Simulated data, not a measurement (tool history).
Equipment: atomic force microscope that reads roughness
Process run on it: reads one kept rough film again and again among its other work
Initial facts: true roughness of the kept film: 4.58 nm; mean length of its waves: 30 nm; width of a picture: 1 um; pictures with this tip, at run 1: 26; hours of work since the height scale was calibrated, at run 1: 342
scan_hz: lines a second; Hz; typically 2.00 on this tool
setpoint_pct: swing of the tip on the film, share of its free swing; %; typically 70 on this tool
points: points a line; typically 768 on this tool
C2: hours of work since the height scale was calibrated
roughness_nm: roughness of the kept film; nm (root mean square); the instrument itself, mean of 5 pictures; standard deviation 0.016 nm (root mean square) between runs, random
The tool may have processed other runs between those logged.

{"run": 1, "hour": 0.0, "scan_hz": 2.0, "setpoint_pct": 70, "points": 768, "pictures with this tip": 26, "C2": 342, "roughness_nm": 3.452}
{"run": 2, "hour": 9.2, "scan_hz": 2.0, "setpoint_pct": 70, "points": 768, "pictures with this tip": 39, "C2": 349, "roughness_nm": 3.294}
{"run": 3, "hour": 23.1, "scan_hz": 2.0, "setpoint_pct": 70, "points": 768, "pictures with this tip": 58, "C2": 358, "roughness_nm": 3.144}
{"run": 4, "hour": 29.8, "scan_hz": 2.0, "setpoint_pct": 73, "points": 768, "pictures with this tip": 67, "C2": 363, "roughness_nm": 3.04}
{"run": 5, "hour": 37.6, "scan_hz": 2.0, "setpoint_pct": 73, "points": 768, "pictures with this tip": 78, "C2": 368, "roughness_nm": 2.943}
{"hour": 40.6, "done": "new tip fitted"}
{"run": 6, "hour": 45.4, "scan_hz": 2.0, "setpoint_pct": 73, "points": 768, "pictures with this tip": 7, "C2": 373, "roughness_nm": 3.653}
{"run": 7, "hour": 54.7, "scan_hz": 2.0, "setpoint_pct": 73, "points": 768, "pictures with this tip": 20, "C2": 380, "roughness_nm": 3.509}
{"run": 8, "hour": 66.3, "scan_hz": 2.0, "setpoint_pct": 73, "points": 768, "pictures with this tip": 36, "C2": 388, "roughness_nm": 3.35}
{"run": 9, "hour": 76.8, "scan_hz": 2.0, "setpoint_pct": 73, "points": 768, "pictures with this tip": 50, "C2": 395, "roughness_nm": 3.22}
{"run": 10, "hour": 89.6, "scan_hz": 2.0, "setpoint_pct": 73, "points": 363, "pictures with this tip": 68, "C2": 404, "roughness_nm": 3.026}
{"hour": 91.4, "done": "height scale calibrated on a step standard"}
{"hour": 100.9, "done": "new tip fitted"}
{"run": 11, "hour": 102.8, "scan_hz": 2.0, "setpoint_pct": 73, "points": 363, "pictures with this tip": 2, "C2": 8, "roughness_nm": 3.711}
{"run": 12, "hour": 110.6, "scan_hz": 2.0, "setpoint_pct": 73, "points": 363, "pictures with this tip": 13, "C2": 13, "roughness_nm": 3.602}
{"run": 13, "hour": 122.8, "scan_hz": 2.0, "setpoint_pct": 73, "points": 363, "pictures with this tip": 30, "C2": 22, "roughness_nm": 3.408}
{"run": 14, "hour": 133.6, "scan_hz": 2.0, "setpoint_pct": 73, "points": 363, "pictures with this tip": 45, "C2": 29, "roughness_nm": 3.253}
{"run": 15, "hour": 142.1, "scan_hz": 2.0, "setpoint_pct": 73, "points": 363, "pictures with this tip": 57, "C2": 35, "roughness_nm": 3.154}
{"hour": 157.6, "done": "height scale calibrated on a step standard, once more"}
{"run": 16, "hour": 157.6, "scan_hz": 2.0, "setpoint_pct": 68, "points": 782, "pictures with this tip": 77, "C2": 0, "roughness_nm": 3.041}
{"hour": 161.0, "done": "new tip fitted"}
{"run": 17, "hour": 168.9, "scan_hz": 1.01, "setpoint_pct": 85, "points": 592, "pictures with this tip": 10, "C2": 8, "roughness_nm": 3.602}
{"run": 18, "hour": 178.1, "scan_hz": 1.01, "setpoint_pct": 85, "points": 592, "pictures with this tip": 23, "C2": 14, "roughness_nm": 3.474}
{"run": 19, "hour": 186.5, "scan_hz": 0.68, "setpoint_pct": 69, "points": 479, "pictures with this tip": 35, "C2": 20, "roughness_nm": 3.574}
{"run": 20, "hour": 199.3, "scan_hz": 2.02, "setpoint_pct": 70, "points": 768, "pictures with this tip": 53, "C2": 29, "roughness_nm": 3.199}
{"run": 21, "hour": 214.6, "scan_hz": 2.43, "setpoint_pct": 62, "points": 922, "pictures with this tip": 74, "C2": 39, "roughness_nm": 3.135}
{"hour": 220.6, "done": "new tip fitted"}
{"run": 22, "hour": 229.6, "scan_hz": 2.05, "setpoint_pct": 60, "points": 276, "pictures with this tip": 13, "C2": 49, "roughness_nm": 3.735}
{"run": 23, "hour": 244.3, "scan_hz": 2.05, "setpoint_pct": 60, "points": 276, "pictures with this tip": 33, "C2": 60, "roughness_nm": 3.504}
{"run": 24, "hour": 252.1, "scan_hz": 2.05, "setpoint_pct": 60, "points": 276, "pictures with this tip": 44, "C2": 65, "roughness_nm": 3.41}
{"run": 25, "hour": 261.1, "scan_hz": 2.05, "setpoint_pct": 60, "points": 276, "pictures with this tip": 56, "C2": 71, "roughness_nm": 3.306}
{"run": 26, "hour": 267.7, "scan_hz": 2.0, "setpoint_pct": 63, "points": 768, "pictures with this tip": 65, "C2": 76, "roughness_nm": 3.209}
{"hour": 280.1, "done": "new tip fitted"}
{"run": 27, "hour": 280.5, "scan_hz": 2.66, "setpoint_pct": 70, "points": 311, "pictures with this tip": 0, "C2": 85, "roughness_nm": 3.607}
{"run": 28, "hour": 294.9, "scan_hz": 2.0, "setpoint_pct": 84, "points": 264, "pictures with this tip": 20, "C2": 95, "roughness_nm": 3.191}
{"run": 29, "hour": 309.7, "scan_hz": 2.68, "setpoint_pct": 70, "points": 404, "pictures with this tip": 41, "C2": 105, "roughness_nm": 3.217}
{"run": 30, "hour": 323.1, "scan_hz": 0.93, "setpoint_pct": 81, "points": 476, "pictures with this tip": 59, "C2": 114, "roughness_nm": 3.196}

Below are 4 alternative next runs, each starting from the tool's condition after run 30. Predict each:
{"run": "A", "hour": 336.7, "scan_hz": 1.64, "setpoint_pct": 68, "points": 735, "pictures with this tip": 78, "C2": 124, "roughness_nm": "?"}
{"run": "B", "hour": 336.7, "scan_hz": 0.93, "setpoint_pct": 56, "points": 297, "pictures with this tip": 78, "C2": 124, "roughness_nm": "?"}
{"run": "C", "hour": 336.7, "scan_hz": 0.93, "setpoint_pct": 74, "points": 726, "pictures with this tip": 78, "C2": 124, "roughness_nm": "?"}
{"run": "D", "hour": 336.7, "scan_hz": 0.93, "setpoint_pct": 81, "points": 759, "pictures with this tip": 78, "C2": 124, "roughness_nm": "?"}

run=A roughness_nm=3.090
run=B roughness_nm=3.185
run=C roughness_nm=3.129
run=D roughness_nm=3.029
Without the tool's unlogged condition, the same runs would have read:
run=A roughness_nm=3.886
run=B roughness_nm=4.007
run=C roughness_nm=3.935
run=D roughness_nm=3.810
